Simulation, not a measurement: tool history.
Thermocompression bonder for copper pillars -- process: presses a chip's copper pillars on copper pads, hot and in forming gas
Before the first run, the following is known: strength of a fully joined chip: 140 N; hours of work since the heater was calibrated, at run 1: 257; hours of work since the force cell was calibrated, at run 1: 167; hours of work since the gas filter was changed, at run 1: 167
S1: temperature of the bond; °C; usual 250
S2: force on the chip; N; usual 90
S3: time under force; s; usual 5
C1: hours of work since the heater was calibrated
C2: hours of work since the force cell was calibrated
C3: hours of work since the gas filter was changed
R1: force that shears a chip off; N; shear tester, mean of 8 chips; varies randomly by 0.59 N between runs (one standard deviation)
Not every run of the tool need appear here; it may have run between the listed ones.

{"run": 1, "hour": 0.0, "S1": 250, "S2": 90, "S3": 5, "C1": 257, "C2": 167, "C3": 167, "R1": 76.6}
{"run": 2, "hour": 9.0, "S1": 250, "S2": 90, "S3": 5, "C1": 262, "C2": 172, "C3": 172, "R1": 76.9}
{"run": 3, "hour": 17.9, "S1": 250, "S2": 90, "S3": 5, "C1": 267, "C2": 177, "C3": 177, "R1": 77.0}
{"run": 4, "hour": 24.4, "S1": 250, "S2": 90, "S3": 5, "C1": 271, "C2": 181, "C3": 181, "R1": 77.3}
{"run": 5, "hour": 36.5, "S1": 250, "S2": 90, "S3": 5, "C1": 277, "C2": 187, "C3": 187, "R1": 76.9}
{"run": 6, "hour": 47.3, "S1": 250, "S2": 90, "S3": 5, "C1": 283, "C2": 193, "C3": 193, "R1": 77.1}
{"run": 7, "hour": 54.3, "S1": 250, "S2": 90, "S3": 5, "C1": 287, "C2": 197, "C3": 197, "R1": 76.0}
{"run": 8, "hour": 66.3, "S1": 250, "S2": 90, "S3": 5, "C1": 293, "C2": 203, "C3": 203, "R1": 76.1}
{"run": 9, "hour": 74.7, "S1": 250, "S2": 90, "S3": 5, "C1": 298, "C2": 208, "C3": 208, "R1": 76.3}
{"run": 10, "hour": 83.9, "S1": 250, "S2": 90, "S3": 5, "C1": 303, "C2": 213, "C3": 213, "R1": 76.8}
{"run": 11, "hour": 91.8, "S1": 250, "S2": 90, "S3": 5, "C1": 307, "C2": 217, "C3": 217, "R1": 77.7}
{"run": 12, "hour": 102.0, "S1": 250, "S2": 90, "S3": 5, "C1": 313, "C2": 223, "C3": 223, "R1": 76.6}
{"run": 13, "hour": 108.2, "S1": 250, "S2": 90, "S3": 5, "C1": 316, "C2": 226, "C3": 226, "R1": 76.8}
{"run": 14, "hour": 118.1, "S1": 250, "S2": 96, "S3": 5, "C1": 322, "C2": 232, "C3": 232, "R1": 79.9}
{"run": 15, "hour": 128.6, "S1": 250, "S2": 96, "S3": 5, "C1": 327, "C2": 237, "C3": 237, "R1": 80.1}
{"run": 16, "hour": 141.2, "S1": 220, "S2": 96, "S3": 5, "C1": 334, "C2": 244, "C3": 244, "R1": 49.5}
{"run": 17, "hour": 148.6, "S1": 220, "S2": 96, "S3": 5, "C1": 338, "C2": 248, "C3": 248, "R1": 49.6}
{"run": 18, "hour": 159.1, "S1": 220, "S2": 96, "S3": 5, "C1": 344, "C2": 254, "C3": 254, "R1": 48.7}
{"run": 19, "hour": 170.9, "S1": 261, "S2": 96, "S3": 5, "C1": 350, "C2": 261, "C3": 261, "R1": 91.0}
{"hour": 174.1, "done": "heater calibrated with a thermocouple chip"}
{"run": 20, "hour": 178.2, "S1": 261, "S2": 96, "S3": 5, "C1": 2, "C2": 263, "C3": 263, "R1": 92.5}
{"run": 21, "hour": 183.3, "S1": 224, "S2": 81, "S3": 7, "C1": 5, "C2": 266, "C3": 266, "R1": 52.9}
{"run": 22, "hour": 195.2, "S1": 224, "S2": 81, "S3": 7, "C1": 12, "C2": 273, "C3": 273, "R1": 52.2}
{"run": 23, "hour": 205.0, "S1": 250, "S2": 58, "S3": 4, "C1": 17, "C2": 278, "C3": 278, "R1": 49.0}
{"run": 24, "hour": 214.0, "S1": 267, "S2": 72, "S3": 5, "C1": 22, "C2": 283, "C3": 283, "R1": 80.8}
{"hour": 227.4, "done": "heater calibrated with a thermocouple chip, once more"}
{"run": 25, "hour": 228.4, "S1": 267, "S2": 70, "S3": 5, "C1": 1, "C2": 290, "C3": 290, "R1": 76.8}
{"run": 26, "hour": 236.6, "S1": 267, "S2": 70, "S3": 5, "C1": 5, "C2": 294, "C3": 294, "R1": 75.1}
{"run": 27, "hour": 246.9, "S1": 225, "S2": 71, "S3": 3, "C1": 11, "C2": 300, "C3": 300, "R1": 30.5}
{"hour": 252.2, "done": "forming gas filter changed"}
{"run": 28, "hour": 258.4, "S1": 264, "S2": 124, "S3": 8, "C1": 17, "C2": 306, "C3": 3, "R1": 119.9}
{"run": 29, "hour": 263.8, "S1": 221, "S2": 101, "S3": 8, "C1": 20, "C2": 309, "C3": 6, "R1": 62.7}
{"run": 30, "hour": 275.0, "S1": 250, "S2": 90, "S3": 4, "C1": 26, "C2": 315, "C3": 12, "R1": 71.0}
{"run": 31, "hour": 286.1, "S1": 260, "S2": 131, "S3": 6, "C1": 32, "C2": 321, "C3": 18, "R1": 113.1}
{"run": 32, "hour": 297.5, "S1": 273, "S2": 64, "S3": 5, "C1": 38, "C2": 327, "C3": 25, "R1": 80.1}
{"run": 33, "hour": 307.4, "S1": 273, "S2": 64, "S3": 5, "C1": 43, "C2": 332, "C3": 30, "R1": 80.5}
{"run": 34, "hour": 314.5, "S1": 242, "S2": 90, "S3": 5, "C1": 47, "C2": 336, "C3": 34, "R1": 68.8}
{"run": 35, "hour": 322.2, "S1": 235, "S2": 90, "S3": 8, "C1": 51, "C2": 340, "C3": 38, "R1": 72.5}
{"run": 36, "hour": 330.7, "S1": 264, "S2": 90, "S3": 7, "C1": 56, "C2": 345, "C3": 43, "R1": 100.2}
{"run": 37, "hour": 336.7, "S1": 239, "S2": 121, "S3": 5, "C1": 59, "C2": 348, "C3": 46, "R1": 81.1}
{"run": 38, "hour": 347.0, "S1": 227, "S2": 70, "S3": 4, "C1": 65, "C2": 354, "C3": 52, "R1": 36.9}
{"run": 39, "hour": 354.9, "S1": 227, "S2": 70, "S3": 4, "C1": 69, "C2": 358, "C3": 56, "R1": 37.9}
{"run": 40, "hour": 366.2, "S1": 236, "S2": 107, "S3": 5, "C1": 75, "C2": 364, "C3": 62, "R1": 71.4}

Each row is a separate what-if for the run after 40, all from the same tool condition, not one after another. Results?
{"run": "A", "hour": 376.3, "S1": 250, "S2": 97, "S3": 7, "C1": 81, "C2": 370, "C3": 68, "R1": "?"}
{"run": "B", "hour": 376.3, "S1": 241, "S2": 81, "S3": 6, "C1": 81, "C2": 370, "C3": 68, "R1": "?"}
{"run": "C", "hour": 376.3, "S1": 236, "S2": 103, "S3": 4, "C1": 81, "C2": 370, "C3": 68, "R1": "?"}

run=A R1=89.4
run=B R1=65.0
run=C R1=63.4
Without the tool's hidden state the same runs would have given:
run=A R1=88.6
run=B R1=64.0
run=C R1=62.4

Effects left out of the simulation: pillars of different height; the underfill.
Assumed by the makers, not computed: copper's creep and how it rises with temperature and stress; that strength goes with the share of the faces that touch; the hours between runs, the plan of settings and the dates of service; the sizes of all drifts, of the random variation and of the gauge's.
